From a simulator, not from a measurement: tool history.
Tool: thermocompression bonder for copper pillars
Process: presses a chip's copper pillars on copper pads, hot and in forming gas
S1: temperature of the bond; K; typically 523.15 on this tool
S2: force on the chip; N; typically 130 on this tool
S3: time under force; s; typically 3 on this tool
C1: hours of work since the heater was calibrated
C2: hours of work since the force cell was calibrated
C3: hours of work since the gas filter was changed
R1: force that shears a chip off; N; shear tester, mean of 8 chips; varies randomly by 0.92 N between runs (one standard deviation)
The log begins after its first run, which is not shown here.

Run 2, hour 19.0: usual settings but S2 166 N; C1 608; C2 580; C3 42. Result: R1 87.7 N.
Run 3, hour 34.2: usual settings but S2 166 N; C1 618; C2 591; C3 52. Result: R1 87.4 N.
Run 4, hour 47.9: usual settings but S2 166 N; C1 628; C2 601; C3 62. Result: R1 87.0 N.
Run 5, hour 63.7: usual settings; C1 639; C2 612; C3 73. Result: R1 75.4 N.
Run 6, hour 94.7: usual settings; C1 661; C2 634; C3 95. Result: R1 77.5 N.
Run 7, hour 120.3: usual settings but S2 126 N; C1 680; C2 652; C3 113. Result: R1 75.2 N.
Run 8, hour 147.6: usual settings but S2 126 N; C1 699; C2 671; C3 133. Result: R1 74.3 N.
Run 9, hour 170.2: usual settings but S2 126 N; C1 715; C2 687; C3 149. Result: R1 75.1 N.
Run 10, hour 183.5: usual settings but S2 126 N, S3 5 s; C1 724; C2 697; C3 158. Result: R1 88.1 N.
Run 11, hour 202.1: usual settings but S2 126 N, S3 5 s; C1 738; C2 710; C3 171. Result: R1 85.7 N.
At hour 219.1: forming gas filter changed.
Run 12, hour 231.0: usual settings but S2 126 N, S3 5 s; C1 758; C2 730; C3 8. Result: R1 88.3 N.
Run 13, hour 255.7: usual settings; C1 775; C2 747; C3 26. Result: R1 77.0 N.
Run 14, hour 280.7: usual settings; C1 793; C2 765; C3 44. Result: R1 74.5 N.
Run 15, hour 307.3: usual settings; C1 812; C2 784; C3 62. Result: R1 76.3 N.
Run 16, hour 336.5: usual settings; C1 832; C2 805; C3 83. Result: R1 75.4 N.
Run 17, hour 352.7: usual settings but S3 7 s; C1 844; C2 816; C3 95. Result: R1 97.7 N.
Run 18, hour 373.5: usual settings but S3 7 s; C1 859; C2 831; C3 109. Result: R1 97.9 N.
Run 19, hour 386.6: usual settings but S3 7 s; C1 868; C2 840; C3 119. Result: R1 99.1 N.
Run 20, hour 403.5: usual settings but S3 7 s; C1 880; C2 852; C3 131. Result: R1 98.1 N.
Run 21, hour 433.5: usual settings but S1 496.15 K, S2 131 N, S3 4 s; C1 901; C2 873; C3 152. Result: R1 61.0 N.
Run 22, hour 464.3: usual settings but S1 538.15 K, S3 5 s; C1 923; C2 895; C3 174. Result: R1 101.3 N.

For run 23, what comes out?
At hour 476.7: forming gas filter changed.
Run 23, hour 483.7: usual settings but S1 510.15 K, S2 179 N, S3 2 s; C1 936; C2 909; C3 5. Result: R1 ?.

{"run 23": {"R1": 68.7}}
On a tool with no hidden condition, and with the same random variation, this run would have come out at R1 69.1 N.
